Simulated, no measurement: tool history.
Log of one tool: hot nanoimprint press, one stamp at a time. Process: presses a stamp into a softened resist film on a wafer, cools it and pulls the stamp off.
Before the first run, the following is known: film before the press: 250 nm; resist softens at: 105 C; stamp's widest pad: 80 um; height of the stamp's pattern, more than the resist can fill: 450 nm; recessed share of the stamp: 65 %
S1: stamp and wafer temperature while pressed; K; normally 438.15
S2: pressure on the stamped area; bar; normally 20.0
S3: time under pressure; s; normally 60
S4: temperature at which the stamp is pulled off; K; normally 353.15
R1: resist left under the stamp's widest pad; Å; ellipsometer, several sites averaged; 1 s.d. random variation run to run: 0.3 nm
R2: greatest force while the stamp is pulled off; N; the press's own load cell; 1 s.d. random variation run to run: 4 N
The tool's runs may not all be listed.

run   hour      S1    S2  S3      S4    R1   R2
  1    0.0  438.15  20.0  60  353.15  1196  198
  2    5.2  438.15  20.0  60  353.15  1191  195
  3   14.2  438.15  20.0  60  353.15  1184  198
  4   20.0  438.15  20.0  60  353.15  1190  196
  5   26.7  438.15  20.0  60  353.15  1189  200
  6   36.6  438.15  17.9  60  353.15  1247  187
  7   43.8  438.15  17.9  60  353.15  1241  198
  8   53.8  438.15  17.9  60  353.15  1242  188
  9   63.7  438.15  20.0  83  353.15  1045  189
 10   70.5  438.15  30.1  83  353.15   856  192
 11   79.4  438.15  30.1  99  353.15   794  192
 12   86.6  438.15  30.1  99  353.15   801  196
 13   92.3  432.15  20.0  60  353.15  1572  196
 14   97.6  439.15  20.0  60  353.15  1121  186
 15  104.9  438.15  20.0  60  353.15  1177  189
 16  109.4  438.15  20.0  60  353.15  1178  188
 17  119.0  438.15  16.0  60  353.15  1300  194
 18  129.3  438.15  16.0  60  353.15  1292  195
 19  135.1  438.15  16.0  60  353.15  1292  192
 20  144.2  438.15  16.0  60  353.15  1296  197
 21  153.0  438.15  16.0  60  353.15  1288  194
 22  158.1  438.15  26.3  60  353.15  1032  190
 23  162.7  448.15  20.0  33  353.15   901  193
 24  167.5  438.15  15.0  60  354.15  1327  189
 25  173.4  440.15  24.7  49  339.15  1030  217
 26  179.9  440.15  24.7  49  339.15  1028  212
 27  184.2  440.15  17.1  59  358.15  1139  187
 28  191.4  427.15  15.4  60  353.15  2010  198
 29  197.1  427.15  15.4  60  353.15  2016  196

5 ways to go on from here, each from the tool as it stands after run 29. What would each give?
  A  201.4  447.15  15.4  60  353.15   ?   ?
  B  201.4  447.15  15.4  36  353.15   ?   ?
  C  201.4  442.15  15.4  60  353.15   ?   ?
  D  201.4  438.15  19.7  56  352.15   ?   ?
  E  201.4  438.15  20.0  60  358.15   ?   ?

run    R1   R2
  A   845  196
  B  1028  205
  C  1072  192
  D  1208  198
  E  1163  182
Take away the tool's hidden state, keep each run's random variation, and the runs would have read:
run    R1   R2
  A   863  194
  B  1050  203
  C  1095  190
  D  1234  196
  E  1188  181

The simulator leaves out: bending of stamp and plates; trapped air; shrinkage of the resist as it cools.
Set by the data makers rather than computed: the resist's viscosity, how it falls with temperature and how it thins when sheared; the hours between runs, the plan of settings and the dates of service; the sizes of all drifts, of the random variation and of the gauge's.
